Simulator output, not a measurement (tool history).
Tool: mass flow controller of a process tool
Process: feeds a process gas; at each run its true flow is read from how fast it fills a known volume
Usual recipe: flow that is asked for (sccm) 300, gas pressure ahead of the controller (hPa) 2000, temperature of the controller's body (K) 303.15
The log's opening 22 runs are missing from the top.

run,day,flow that is asked for (sccm),gas pressure ahead of the controller (hPa),temperature of the controller's body (K),hours of work since the controller was set to zero,hours of work since the controller was changed,true flow (%)
23,351.658,104,1550,297.15,2102,6295,97.01
24,362.025,175,2260,301.15,2216,6409,96.45
25,377.383,170,1430,304.15,2384,6577,96.54
26,399.425,170,1430,304.15,2626,6819,96.37
27,420.821,300,2500,300.15,2861,7054,96.65
28,434.300,173,2560,301.15,3009,7202,95.84
29,456.712,118,1870,306.15,3255,7448,95.34
30,480.325,101,1570,294.15,3514,7707,96.75
31,495.729,101,1570,294.15,3683,7876,96.64
32,513.642,115,2000,303.15,3879,8072,95.38
# day 514.692: gauge calibrated
33,526.150,115,2000,303.15,4017,8210,96.44
34,537.454,120,1750,300.15,4141,8334,96.83
# day 542.788: controller's zero set anew
35,556.421,109,2000,303.15,150,8542,96.43
36,570.808,109,2000,303.15,308,8700,96.20
37,593.371,109,2000,303.15,555,8947,96.16
38,607.042,109,2000,303.15,705,9097,96.06
39,627.246,300,2640,303.15,927,9319,96.40
40,643.321,245,2000,295.15,1103,9495,97.21
# day 653.133: controller exchanged for a calibrated one
41,656.658,148,2570,295.15,39,39,96.50
42,669.138,122,2000,301.15,176,176,96.10

What if the next run were any one of these 4? Each begins from the tool's condition after run 42:
A,690.738,160,2500,303.15,413,413,?
B,690.738,122,1510,301.15,413,413,?
C,690.738,300,2130,298.15,413,413,?
D,690.738,727,1850,295.15,413,413,?

run,true flow (%)
A,95.65
B,96.17
C,96.81
D,98.67
Stripped of hidden state, with their random variation kept, the same runs would have yielded:
run,true flow (%)
A,96.43
B,96.96
C,97.61
D,99.48

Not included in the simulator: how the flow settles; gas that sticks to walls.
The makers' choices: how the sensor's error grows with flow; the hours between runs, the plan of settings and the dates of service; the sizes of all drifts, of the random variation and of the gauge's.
